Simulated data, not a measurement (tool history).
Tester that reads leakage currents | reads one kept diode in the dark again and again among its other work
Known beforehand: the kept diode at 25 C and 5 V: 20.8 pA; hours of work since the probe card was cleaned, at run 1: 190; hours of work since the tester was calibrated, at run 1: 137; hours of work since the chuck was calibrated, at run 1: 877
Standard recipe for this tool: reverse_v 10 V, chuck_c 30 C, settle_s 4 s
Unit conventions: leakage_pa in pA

| run | hour | reverse_v | chuck_c | settle_s | hours of work since the probe card was cleaned | hours of work since the tester was calibrated | hours of work since the chuck was calibrated | leakage_pa |
|---|---|---|---|---|---|---|---|---|
| 1 | 0 | 10 | 30 | 4 | 190 | 137 | 877 | 39.67 |
| 2 | 36.4 | 10 | 30 | 4 | 210 | 157 | 897 | 39.64 |
|  | 46.6 | chuck's temperature calibrated |
| 3 | 62.3 | 10 | 30 | 4 | 223 | 170 | 8 | 44.61 |
| 4 | 96.4 | 10 | 31 | 4 | 241 | 188 | 27 | 47.93 |
| 5 | 131.2 | 2.1 | 30 | 4 | 260 | 207 | 45 | 21.99 |
| 6 | 159.1 | 2.1 | 30 | 4 | 275 | 222 | 60 | 21.84 |
| 7 | 183.1 | 2.1 | 30 | 4 | 288 | 234 | 73 | 22.06 |
| 8 | 198.7 | 10 | 30 | 4 | 296 | 243 | 82 | 45.31 |
| 9 | 220.5 | 10 | 30 | 4 | 308 | 255 | 93 | 44.87 |
| 10 | 245.5 | 10 | 30 | 4 | 321 | 268 | 107 | 45.53 |
| 11 | 282.1 | 10 | 30 | 4 | 341 | 288 | 126 | 45.44 |
| 12 | 310 | 6.4 | 30 | 4 | 356 | 303 | 141 | 36.87 |
| 13 | 326.9 | 10 | 44 | 4 | 365 | 312 | 151 | 118.07 |
| 14 | 364.9 | 18.4 | 30 | 4 | 385 | 332 | 171 | 62.33 |
| 15 | 391 | 10 | 30 | 4 | 399 | 346 | 185 | 45.8 |
| 16 | 421.2 | 10 | 30 | 4 | 415 | 362 | 201 | 45.86 |
| 17 | 444.9 | 10 | 30 | 4 | 428 | 375 | 214 | 45.77 |
| 18 | 477.7 | 10 | 30 | 4 | 446 | 393 | 232 | 45.95 |
| 19 | 497.8 | 10 | 30 | 4 | 457 | 403 | 242 | 46.04 |
| 20 | 520.1 | 19.5 | 30 | 4 | 469 | 415 | 254 | 65.41 |
| 21 | 549.9 | 19.5 | 30 | 4 | 485 | 431 | 270 | 65.74 |
| 22 | 572.5 | 1.6 | 22 | 5.27 | 497 | 444 | 282 | 10.75 |
|  | 579 | probe card cleaned and baked |
| 23 | 593.3 | 1.6 | 22 | 5.27 | 8 | 453 | 292 | 11.04 |
| 24 | 610.8 | 2.8 | 53 | 0.48 | 17 | 463 | 301 | 122.91 |

What will run 25 give?
| 25 | 630.9 | 2.8 | 53 | 0.48 | 28 | 473 | 312 | ? |

leakage_pa: 123.44 pA
If the tool had no hidden condition, the same run with the same run-to-run variation would have returned leakage_pa 126.1 pA.
